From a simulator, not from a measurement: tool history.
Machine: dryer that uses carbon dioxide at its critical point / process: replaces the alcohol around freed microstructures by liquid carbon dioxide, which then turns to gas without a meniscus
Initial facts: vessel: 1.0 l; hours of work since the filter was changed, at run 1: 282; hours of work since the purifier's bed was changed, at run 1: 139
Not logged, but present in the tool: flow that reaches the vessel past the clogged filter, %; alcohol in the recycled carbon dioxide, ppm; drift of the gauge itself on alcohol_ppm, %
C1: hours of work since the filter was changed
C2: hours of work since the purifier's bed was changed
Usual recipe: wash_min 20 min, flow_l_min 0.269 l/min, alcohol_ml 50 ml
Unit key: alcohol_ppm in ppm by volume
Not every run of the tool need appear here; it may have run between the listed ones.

run 1 hour=0 | wash_min=20 flow_l_min=0.269 alcohol_ml=50 | C1=282 C2=139 | alcohol_ppm=428
run 2 hour=10.3 | wash_min=20 flow_l_min=0.269 alcohol_ml=50 | C1=290 C2=147 | alcohol_ppm=421
run 3 hour=20.4 | wash_min=13 flow_l_min=0.269 alcohol_ml=50 | C1=298 C2=155 | alcohol_ppm=2255
run 4 hour=27.9 | wash_min=13 flow_l_min=0.269 alcohol_ml=50 | C1=304 C2=161 | alcohol_ppm=2239
run 5 hour=35.3 | wash_min=13 flow_l_min=0.269 alcohol_ml=50 | C1=310 C2=167 | alcohol_ppm=2235
run 6 hour=50 | wash_min=20 flow_l_min=0.269 alcohol_ml=50 | C1=321 C2=178 | alcohol_ppm=451
run 7 hour=62.3 | wash_min=20 flow_l_min=0.269 alcohol_ml=115 | C1=331 C2=188 | alcohol_ppm=1010
run 8 hour=75.2 | wash_min=20 flow_l_min=0.269 alcohol_ml=115 | C1=341 C2=198 | alcohol_ppm=1017
run 9 hour=85.1 | wash_min=20 flow_l_min=0.269 alcohol_ml=50 | C1=349 C2=206 | alcohol_ppm=479
run 10 hour=96.3 | wash_min=20 flow_l_min=0.269 alcohol_ml=50 | C1=358 C2=214 | alcohol_ppm=470
run 11 hour=106.9 | wash_min=20 flow_l_min=0.269 alcohol_ml=27 | C1=366 C2=223 | alcohol_ppm=270
run 12 hour=118.3 | wash_min=20 flow_l_min=0.45 alcohol_ml=50 | C1=375 C2=232 | alcohol_ppm=64
run 13 hour=129.3 | wash_min=20 flow_l_min=0.45 alcohol_ml=50 | C1=383 C2=240 | alcohol_ppm=62
run 14 hour=136.4 | wash_min=20 flow_l_min=0.45 alcohol_ml=50 | C1=389 C2=246 | alcohol_ppm=65
run 15 hour=144.5 | wash_min=20 flow_l_min=0.361 alcohol_ml=50 | C1=395 C2=252 | alcohol_ppm=132
run 16 hour=159.3 | wash_min=20 flow_l_min=0.269 alcohol_ml=50 | C1=407 C2=264 | alcohol_ppm=500
run 17 hour=166 | wash_min=17 flow_l_min=0.269 alcohol_ml=50 | C1=412 C2=269 | alcohol_ppm=994
run 18 hour=174.6 | wash_min=17 flow_l_min=0.269 alcohol_ml=50 | C1=419 C2=276 | alcohol_ppm=987
run 19 hour=184 | wash_min=17 flow_l_min=0.269 alcohol_ml=50 | C1=426 C2=283 | alcohol_ppm=969
-- hour=188.9 inlet filter changed
run 20 hour=200 | wash_min=17 flow_l_min=0.269 alcohol_ml=50 | C1=9 C2=295 | alcohol_ppm=706
run 21 hour=210.1 | wash_min=17 flow_l_min=0.269 alcohol_ml=50 | C1=17 C2=303 | alcohol_ppm=680
run 22 hour=220.2 | wash_min=17 flow_l_min=0.269 alcohol_ml=50 | C1=24 C2=311 | alcohol_ppm=695
run 23 hour=230 | wash_min=20 flow_l_min=0.409 alcohol_ml=24 | C1=32 C2=318 | alcohol_ppm=76
run 24 hour=241.3 | wash_min=20 flow_l_min=0.422 alcohol_ml=87 | C1=41 C2=327 | alcohol_ppm=87
run 25 hour=247.7 | wash_min=22 flow_l_min=0.318 alcohol_ml=34 | C1=46 C2=332 | alcohol_ppm=111
run 26 hour=257.6 | wash_min=22 flow_l_min=0.239 alcohol_ml=31 | C1=54 C2=340 | alcohol_ppm=296
run 27 hour=270.4 | wash_min=22 flow_l_min=0.239 alcohol_ml=31 | C1=64 C2=350 | alcohol_ppm=291
run 28 hour=283.9 | wash_min=22 flow_l_min=0.239 alcohol_ml=31 | C1=74 C2=361 | alcohol_ppm=296
run 29 hour=290.3 | wash_min=30 flow_l_min=0.22 alcohol_ml=24 | C1=79 C2=366 | alcohol_ppm=125
run 30 hour=296.8 | wash_min=19 flow_l_min=0.309 alcohol_ml=48 | C1=84 C2=371 | alcohol_ppm=259
run 31 hour=306.3 | wash_min=19 flow_l_min=0.309 alcohol_ml=48 | C1=92 C2=378 | alcohol_ppm=271
run 32 hour=320 | wash_min=19 flow_l_min=0.309 alcohol_ml=48 | C1=103 C2=389 | alcohol_ppm=265
run 33 hour=331.1 | wash_min=19 flow_l_min=0.309 alcohol_ml=48 | C1=111 C2=397 | alcohol_ppm=257
run 34 hour=340.9 | wash_min=19 flow_l_min=0.309 alcohol_ml=48 | C1=119 C2=405 | alcohol_ppm=276
run 35 hour=351.4 | wash_min=20 flow_l_min=0.187 alcohol_ml=117 | C1=127 C2=413 | alcohol_ppm=4122
run 36 hour=359.8 | wash_min=20 flow_l_min=0.187 alcohol_ml=117 | C1=134 C2=420 | alcohol_ppm=4021
run 37 hour=366 | wash_min=16 flow_l_min=0.3 alcohol_ml=45 | C1=139 C2=425 | alcohol_ppm=596
run 38 hour=379.7 | wash_min=23 flow_l_min=0.189 alcohol_ml=70 | C1=149 C2=435 | alcohol_ppm=1464
run 39 hour=390.5 | wash_min=30 flow_l_min=0.189 alcohol_ml=35 | C1=158 C2=444 | alcohol_ppm=301
run 40 hour=397.2 | wash_min=30 flow_l_min=0.269 alcohol_ml=58 | C1=163 C2=449 | alcohol_ppm=111
run 41 hour=405.4 | wash_min=30 flow_l_min=0.269 alcohol_ml=58 | C1=169 C2=456 | alcohol_ppm=129
run 42 hour=415.4 | wash_min=18 flow_l_min=0.421 alcohol_ml=29 | C1=177 C2=463 | alcohol_ppm=114
run 43 hour=429 | wash_min=17 flow_l_min=0.421 alcohol_ml=110 | C1=188 C2=474 | alcohol_ppm=235

Forecast each of these 3 alternatives for the next run:
run A hour=435.8 | wash_min=29 flow_l_min=0.321 alcohol_ml=50 | C1=193 C2=479 | alcohol_ppm=?
run B hour=435.8 | wash_min=15 flow_l_min=0.421 alcohol_ml=25 | C1=193 C2=479 | alcohol_ppm=?
run C hour=435.8 | wash_min=23 flow_l_min=0.269 alcohol_ml=23 | C1=193 C2=479 | alcohol_ppm=?

run=A alcohol_ppm=99
run=B alcohol_ppm=155
run=C alcohol_ppm=167
Had the tool no hidden state, the same runs would have come out as:
run=A alcohol_ppm=11
run=B alcohol_ppm=56
run=C alcohol_ppm=67
